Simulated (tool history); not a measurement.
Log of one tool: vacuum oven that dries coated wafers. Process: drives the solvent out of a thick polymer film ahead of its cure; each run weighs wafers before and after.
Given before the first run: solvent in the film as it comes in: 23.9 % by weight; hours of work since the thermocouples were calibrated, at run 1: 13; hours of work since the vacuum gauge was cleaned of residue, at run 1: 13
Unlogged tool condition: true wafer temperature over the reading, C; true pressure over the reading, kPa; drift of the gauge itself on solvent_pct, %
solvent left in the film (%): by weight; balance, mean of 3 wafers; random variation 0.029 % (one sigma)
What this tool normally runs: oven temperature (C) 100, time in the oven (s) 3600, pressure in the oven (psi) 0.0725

run	hour	oven temperature (C)	time in the oven (s)	pressure in the oven (psi)	hours of work since the thermocouples were calibrated	hours of work since the vacuum gauge was cleaned of residue	solvent left in the film (%)
1	0.0	100	3600	0.0725	13	13	3.07
2	78.5	100	3600	0.0725	69	69	3.17
3	148.4	100	3600	0.0725	118	118	3.07
4	235.3	100	3600	0.0725	179	179	3.11
5	274.4	100	3600	0.0725	207	207	3.11
6	364.0	100	3600	0.0725	270	270	3.13
7	421.5	100	3600	0.0424	311	311	2.95
8	482.1	100	3600	0.0725	353	353	3.11
9	539.5	100	3600	0.0725	394	394	3.09
10	582.5	100	5580	0.0725	424	424	1.46
11	666.7	100	3600	0.0725	483	483	3.12
12	758.3	100	3600	0.0725	548	548	3.09
13	806.5	86	3600	0.0725	582	582	7.19
14	860.9	100	3900	0.0725	620	620	2.76
15	907.1	100	3900	0.0725	653	653	2.78
16	1000.6	100	3900	0.0725	719	719	2.76
17	1068.1	100	3600	0.0725	767	767	3.09
18	1126.6	100	4740	0.0725	808	808	2.01
19	1195.1	100	4740	0.0725	856	856	2.04
20	1239.4	100	4740	0.0725	887	887	2.02
21	1297.0	100	4740	0.0725	928	928	2.04
22	1359.7	100	4740	0.0725	972	972	2.06
23	1401.4	100	4740	0.0725	1002	1002	2.08
# hour 1456.1: oven's thermocouples calibrated
24	1456.1	100	4740	0.0725	0	1039	2.13
# hour 1511.0: vacuum gauge cleaned of residue and calibrated
25	1553.7	100	4740	0.0725	68	30	1.83
26	1599.1	101	3600	0.0725	100	62	2.77
27	1687.5	101	3600	0.0725	162	125	2.85
28	1743.3	102	3540	0.1762	202	164	3.14
29	1839.2	102	3540	0.1762	269	231	3.18
30	1931.5	102	3540	0.1762	334	297	3.16
31	2005.0	89	1980	0.1439	386	348	10.59
32	2082.3	89	1980	0.1439	441	403	10.44
33	2139.2	109	1980	0.0441	481	443	4.18
34	2195.0	109	1980	0.0441	520	482	4.20
35	2280.0	88	3540	0.1587	580	542	7.09
36	2368.9	102	3600	0.0789	643	605	2.71
37	2426.8	100	4860	0.0484	684	646	1.75
38	2516.2	101	3600	0.2235	747	709	3.56
39	2555.6	96	2040	0.1208	774	737	7.96
40	2634.7	106	3600	0.0413	830	793	1.85
41	2675.0	106	3600	0.0413	859	821	1.85
42	2731.6	100	3300	0.0951	899	861	3.68
43	2786.2	112	3600	0.0725	937	899	1.19
44	2877.0	112	3600	0.0725	1001	964	1.13
45	2915.6	112	3600	0.0725	1028	991	1.21
# hour 2936.7: oven's thermocouples calibrated
46	2992.4	112	2160	0.0725	39	1044	3.36
# hour 3037.7: vacuum gauge cleaned of residue and calibrated
47	3062.3	92	2340	0.0548	88	17	8.11

For each entry between runs, how does the tool's hidden state at the last listed run before it compare with that at the first listed run after it?
Run 23 -> run 24: oven's thermocouples calibrated (hour 1456.1)
  true wafer temperature over the reading, C: 1.11 -> 0.22; true pressure over the reading, kPa: 0.503 -> 0.522
  measured result minus the result with no hidden state, solvent left in the film (%): +0.19 -> +0.35
Run 24 -> run 25: vacuum gauge cleaned of residue and calibrated (hour 1511.0)
  true wafer temperature over the reading, C: 0.22 -> 0.29; true pressure over the reading, kPa: 0.522 -> 0.018
  measured result minus the result with no hidden state, solvent left in the film (%): +0.35 -> -0.04
Run 45 -> run 46: oven's thermocouples calibrated (hour 2936.7)
  true wafer temperature over the reading, C: 1.31 -> 0.06; true pressure over the reading, kPa: 0.49 -> 0.516
  measured result minus the result with no hidden state, solvent left in the film (%): +0.10 -> +0.23
Run 46 -> run 47: vacuum gauge cleaned of residue and calibrated (hour 3037.7)
  true wafer temperature over the reading, C: 0.06 -> 0.11; true pressure over the reading, kPa: 0.516 -> 0.017
  measured result minus the result with no hidden state, solvent left in the film (%): +0.23 -> -0.02

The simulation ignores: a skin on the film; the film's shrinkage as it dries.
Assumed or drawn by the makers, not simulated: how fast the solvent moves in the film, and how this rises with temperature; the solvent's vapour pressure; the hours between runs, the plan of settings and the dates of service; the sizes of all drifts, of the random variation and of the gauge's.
